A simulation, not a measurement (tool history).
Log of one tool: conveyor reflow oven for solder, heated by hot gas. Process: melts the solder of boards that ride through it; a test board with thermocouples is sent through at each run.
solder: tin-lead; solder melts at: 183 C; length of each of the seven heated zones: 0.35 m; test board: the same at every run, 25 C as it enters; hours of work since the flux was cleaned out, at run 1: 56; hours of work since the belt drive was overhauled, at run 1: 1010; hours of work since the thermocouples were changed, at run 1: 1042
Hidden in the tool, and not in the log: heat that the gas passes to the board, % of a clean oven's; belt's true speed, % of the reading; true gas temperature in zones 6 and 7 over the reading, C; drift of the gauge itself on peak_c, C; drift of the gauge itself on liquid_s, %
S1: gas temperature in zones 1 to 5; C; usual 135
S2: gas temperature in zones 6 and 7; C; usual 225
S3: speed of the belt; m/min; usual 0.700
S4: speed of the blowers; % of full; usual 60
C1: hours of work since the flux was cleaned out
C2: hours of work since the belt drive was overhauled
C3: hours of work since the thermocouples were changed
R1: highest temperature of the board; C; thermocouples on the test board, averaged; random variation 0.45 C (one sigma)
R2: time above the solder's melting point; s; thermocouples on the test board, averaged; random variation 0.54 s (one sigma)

{"run": 1, "hour": 0.0, "S1": 135, "S2": 225, "S3": 0.7, "S4": 60, "C1": 56, "C2": 1010, "C3": 1042, "R1": 201.9, "R2": 32.2}
{"run": 2, "hour": 28.1, "S1": 135, "S2": 225, "S3": 0.7, "S4": 60, "C1": 71, "C2": 1025, "C3": 1057, "R1": 203.2, "R2": 31.6}
{"run": 3, "hour": 78.1, "S1": 135, "S2": 225, "S3": 0.7, "S4": 60, "C1": 97, "C2": 1051, "C3": 1083, "R1": 201.4, "R2": 32.3}
{"run": 4, "hour": 127.1, "S1": 135, "S2": 234, "S3": 0.7, "S4": 60, "C1": 123, "C2": 1076, "C3": 1109, "R1": 209.5, "R2": 37.5}
{"run": 5, "hour": 181.4, "S1": 135, "S2": 234, "S3": 0.7, "S4": 60, "C1": 151, "C2": 1105, "C3": 1137, "R1": 209.4, "R2": 38.3}
{"run": 6, "hour": 236.1, "S1": 135, "S2": 234, "S3": 0.7, "S4": 60, "C1": 180, "C2": 1133, "C3": 1166, "R1": 209.2, "R2": 38.6}
{"run": 7, "hour": 265.5, "S1": 135, "S2": 225, "S3": 0.564, "S4": 60, "C1": 195, "C2": 1149, "C3": 1181, "R1": 207.5, "R2": 49.0}
{"run": 8, "hour": 330.6, "S1": 135, "S2": 225, "S3": 0.67, "S4": 60, "C1": 229, "C2": 1183, "C3": 1215, "R1": 202.2, "R2": 33.5}
{"run": 9, "hour": 392.2, "S1": 135, "S2": 225, "S3": 0.67, "S4": 60, "C1": 262, "C2": 1215, "C3": 1247, "R1": 202.8, "R2": 32.9}
{"hour": 408.4, "done": "thermocouples of zones 6 and 7 changed"}
{"run": 10, "hour": 452.9, "S1": 135, "S2": 225, "S3": 0.67, "S4": 60, "C1": 292, "C2": 1246, "C3": 23, "R1": 205.4, "R2": 36.9}
{"run": 11, "hour": 491.3, "S1": 135, "S2": 225, "S3": 0.7, "S4": 60, "C1": 312, "C2": 1266, "C3": 43, "R1": 203.4, "R2": 33.1}
{"run": 12, "hour": 541.4, "S1": 135, "S2": 225, "S3": 0.7, "S4": 60, "C1": 339, "C2": 1292, "C3": 70, "R1": 203.2, "R2": 33.0}
{"hour": 568.0, "done": "belt drive overhauled, speed set with a stopwatch"}
{"run": 13, "hour": 600.8, "S1": 135, "S2": 225, "S3": 0.7, "S4": 60, "C1": 368, "C2": 17, "C3": 99, "R1": 202.6, "R2": 32.5}
{"run": 14, "hour": 635.2, "S1": 135, "S2": 225, "S3": 0.7, "S4": 60, "C1": 386, "C2": 35, "C3": 117, "R1": 202.9, "R2": 30.6}
{"run": 15, "hour": 661.8, "S1": 135, "S2": 225, "S3": 0.7, "S4": 60, "C1": 399, "C2": 49, "C3": 130, "R1": 202.6, "R2": 31.6}
{"run": 16, "hour": 699.9, "S1": 135, "S2": 225, "S3": 0.7, "S4": 60, "C1": 419, "C2": 69, "C3": 150, "R1": 202.6, "R2": 30.9}
{"hour": 713.0, "done": "flux residue cleaned out of gas plates and filters"}
{"run": 17, "hour": 733.7, "S1": 135, "S2": 225, "S3": 0.7, "S4": 60, "C1": 11, "C2": 84, "C3": 165, "R1": 205.2, "R2": 34.3}
{"run": 18, "hour": 787.8, "S1": 135, "S2": 225, "S3": 0.7, "S4": 60, "C1": 39, "C2": 112, "C3": 194, "R1": 204.9, "R2": 34.1}
{"run": 19, "hour": 838.1, "S1": 135, "S2": 226, "S3": 0.773, "S4": 60, "C1": 65, "C2": 139, "C3": 220, "R1": 202.1, "R2": 28.5}
{"run": 20, "hour": 873.5, "S1": 149, "S2": 236, "S3": 0.7, "S4": 60, "C1": 84, "C2": 157, "C3": 239, "R1": 217.1, "R2": 47.2}
{"run": 21, "hour": 909.1, "S1": 126, "S2": 236, "S3": 0.643, "S4": 60, "C1": 103, "C2": 176, "C3": 257, "R1": 215.5, "R2": 44.4}
{"run": 22, "hour": 937.5, "S1": 144, "S2": 225, "S3": 0.644, "S4": 60, "C1": 117, "C2": 191, "C3": 272, "R1": 209.4, "R2": 43.8}
{"run": 23, "hour": 987.8, "S1": 138, "S2": 216, "S3": 0.691, "S4": 60, "C1": 144, "C2": 217, "C3": 298, "R1": 197.6, "R2": 27.6}
{"run": 24, "hour": 1033.9, "S1": 126, "S2": 235, "S3": 0.602, "S4": 52, "C1": 168, "C2": 241, "C3": 322, "R1": 212.7, "R2": 45.4}
{"run": 25, "hour": 1068.4, "S1": 121, "S2": 222, "S3": 0.617, "S4": 59, "C1": 186, "C2": 259, "C3": 341, "R1": 201.9, "R2": 33.6}
{"run": 26, "hour": 1099.1, "S1": 121, "S2": 222, "S3": 0.617, "S4": 59, "C1": 202, "C2": 275, "C3": 357, "R1": 201.3, "R2": 31.9}
{"run": 27, "hour": 1128.7, "S1": 121, "S2": 222, "S3": 0.617, "S4": 59, "C1": 217, "C2": 291, "C3": 372, "R1": 202.3, "R2": 32.9}
{"run": 28, "hour": 1157.5, "S1": 135, "S2": 239, "S3": 0.7, "S4": 76, "C1": 232, "C2": 306, "C3": 387, "R1": 218.4, "R2": 45.6}
{"run": 29, "hour": 1208.1, "S1": 135, "S2": 239, "S3": 0.801, "S4": 90, "C1": 259, "C2": 332, "C3": 414, "R1": 217.7, "R2": 38.3}
{"run": 30, "hour": 1253.5, "S1": 138, "S2": 225, "S3": 0.7, "S4": 60, "C1": 283, "C2": 356, "C3": 437, "R1": 203.6, "R2": 33.4}
{"run": 31, "hour": 1299.2, "S1": 138, "S2": 225, "S3": 0.7, "S4": 60, "C1": 307, "C2": 380, "C3": 461, "R1": 202.8, "R2": 32.6}

Hidden state or all else? Some run-to-run changes of R1, split into what the settings, what came in and random variation would give without the hidden state, and what is left for the hidden state (with any gauge scatter that isn't in both results):
Run 9 -> 10: thermocouples of zones 6 and 7 changed. R1 +2.6 C: hidden state +4.0, all else -1.4.
Run 12 -> 13: belt drive overhauled, speed set with a stopwatch. R1 -0.6 C: hidden state -1.2, all else +0.6.
Run 16 -> 17: flux residue cleaned out of gas plates and filters. R1 +2.6 C: hidden state +3.4, all else -0.8.
Run 19 -> 20: S1 135 -> 149, S2 226 -> 236, S3 0.773 -> 0.700. R1 +15.0 C: hidden state -0.1, all else +15.1.
Run 23 -> 24: S1 138 -> 126, S2 216 -> 235, S3 0.691 -> 0.602, S4 60 -> 52. R1 +15.1 C: hidden state -0.3, all else +15.4.
Run 27 -> 28: S1 121 -> 135, S2 222 -> 239, S3 0.617 -> 0.700, S4 59 -> 76. R1 +16.1 C: hidden state -0.6, all else +16.7.
